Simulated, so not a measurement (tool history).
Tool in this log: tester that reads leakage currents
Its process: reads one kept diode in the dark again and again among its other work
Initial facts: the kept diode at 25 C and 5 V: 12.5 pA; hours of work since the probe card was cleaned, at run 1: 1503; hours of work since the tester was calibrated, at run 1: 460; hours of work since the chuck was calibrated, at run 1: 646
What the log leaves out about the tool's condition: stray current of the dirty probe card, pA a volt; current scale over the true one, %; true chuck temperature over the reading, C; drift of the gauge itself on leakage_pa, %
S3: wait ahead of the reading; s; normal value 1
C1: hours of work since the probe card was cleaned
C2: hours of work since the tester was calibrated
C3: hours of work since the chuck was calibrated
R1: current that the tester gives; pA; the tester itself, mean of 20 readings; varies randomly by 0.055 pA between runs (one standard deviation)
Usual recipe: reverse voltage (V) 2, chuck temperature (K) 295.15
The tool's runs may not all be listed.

{"run": 1, "hour": 0.0, "reverse voltage (V)": 2, "chuck temperature (K)": 295.15, "S3": 1, "C1": 1503, "C2": 460, "C3": 646, "R1": 9.82}
{"run": 2, "hour": 38.1, "reverse voltage (V)": 2, "chuck temperature (K)": 295.15, "S3": 1, "C1": 1533, "C2": 489, "C3": 676, "R1": 9.81}
{"run": 3, "hour": 107.6, "reverse voltage (V)": 2, "chuck temperature (K)": 295.15, "S3": 1, "C1": 1586, "C2": 542, "C3": 729, "R1": 9.98}
{"run": 4, "hour": 175.3, "reverse voltage (V)": 2, "chuck temperature (K)": 295.15, "S3": 1, "C1": 1638, "C2": 594, "C3": 781, "R1": 10.13}
{"run": 5, "hour": 231.8, "reverse voltage (V)": 2, "chuck temperature (K)": 311.15, "S3": 1, "C1": 1681, "C2": 638, "C3": 824, "R1": 26.87}
{"hour": 249.7, "done": "chuck's temperature calibrated"}
{"run": 6, "hour": 274.5, "reverse voltage (V)": 2, "chuck temperature (K)": 295.15, "S3": 6.56, "C1": 1712, "C2": 669, "C3": 19, "R1": 8.7}
{"run": 7, "hour": 344.5, "reverse voltage (V)": 2, "chuck temperature (K)": 295.15, "S3": 6.56, "C1": 1765, "C2": 722, "C3": 73, "R1": 8.75}
{"run": 8, "hour": 420.5, "reverse voltage (V)": 2, "chuck temperature (K)": 309.15, "S3": 1, "C1": 1824, "C2": 780, "C3": 131, "R1": 21.6}
{"run": 9, "hour": 504.1, "reverse voltage (V)": 15.06, "chuck temperature (K)": 317.15, "S3": 2.89, "C1": 1888, "C2": 844, "C3": 195, "R1": 96.27}
{"run": 10, "hour": 594.6, "reverse voltage (V)": 2, "chuck temperature (K)": 297.15, "S3": 1, "C1": 1957, "C2": 914, "C3": 264, "R1": 10.93}
{"run": 11, "hour": 670.4, "reverse voltage (V)": 2, "chuck temperature (K)": 297.15, "S3": 1, "C1": 2015, "C2": 972, "C3": 322, "R1": 11.2}
{"run": 12, "hour": 761.2, "reverse voltage (V)": 4.12, "chuck temperature (K)": 307.15, "S3": 4.3, "C1": 2084, "C2": 1041, "C3": 391, "R1": 28.61}
{"run": 13, "hour": 834.8, "reverse voltage (V)": 4.12, "chuck temperature (K)": 307.15, "S3": 4.3, "C1": 2141, "C2": 1097, "C3": 448, "R1": 29.07}
{"run": 14, "hour": 889.8, "reverse voltage (V)": 2, "chuck temperature (K)": 295.15, "S3": 2.29, "C1": 2183, "C2": 1140, "C3": 490, "R1": 10.04}
{"run": 15, "hour": 945.8, "reverse voltage (V)": 14.71, "chuck temperature (K)": 295.15, "S3": 1, "C1": 2226, "C2": 1182, "C3": 533, "R1": 39.91}
{"run": 16, "hour": 999.4, "reverse voltage (V)": 16.04, "chuck temperature (K)": 301.15, "S3": 2.85, "C1": 2267, "C2": 1223, "C3": 574, "R1": 50.26}

Alternative continuations, all from the tool just after run 16; predict every row:
{"run": "A", "hour": 1037.0, "reverse voltage (V)": 2.23, "chuck temperature (K)": 298.15, "S3": 0.78, "C1": 2295, "C2": 1252, "C3": 602, "R1": "?"}
{"run": "B", "hour": 1037.0, "reverse voltage (V)": 2, "chuck temperature (K)": 318.15, "S3": 4.24, "C1": 2295, "C2": 1252, "C3": 602, "R1": "?"}
{"run": "C", "hour": 1037.0, "reverse voltage (V)": 18.86, "chuck temperature (K)": 329.15, "S3": 1.13, "C1": 2295, "C2": 1252, "C3": 602, "R1": "?"}
{"run": "D", "hour": 1037.0, "reverse voltage (V)": 2, "chuck temperature (K)": 295.15, "S3": 0.45, "C1": 2295, "C2": 1252, "C3": 602, "R1": "?"}

run=A R1=13.47
run=B R1=40.12
run=C R1=228.31
run=D R1=11.43
Without the tool's hidden state the same runs would have given:
run=A R1=9.74
run=B R1=34.39
run=C R1=188.63
run=D R1=8.18
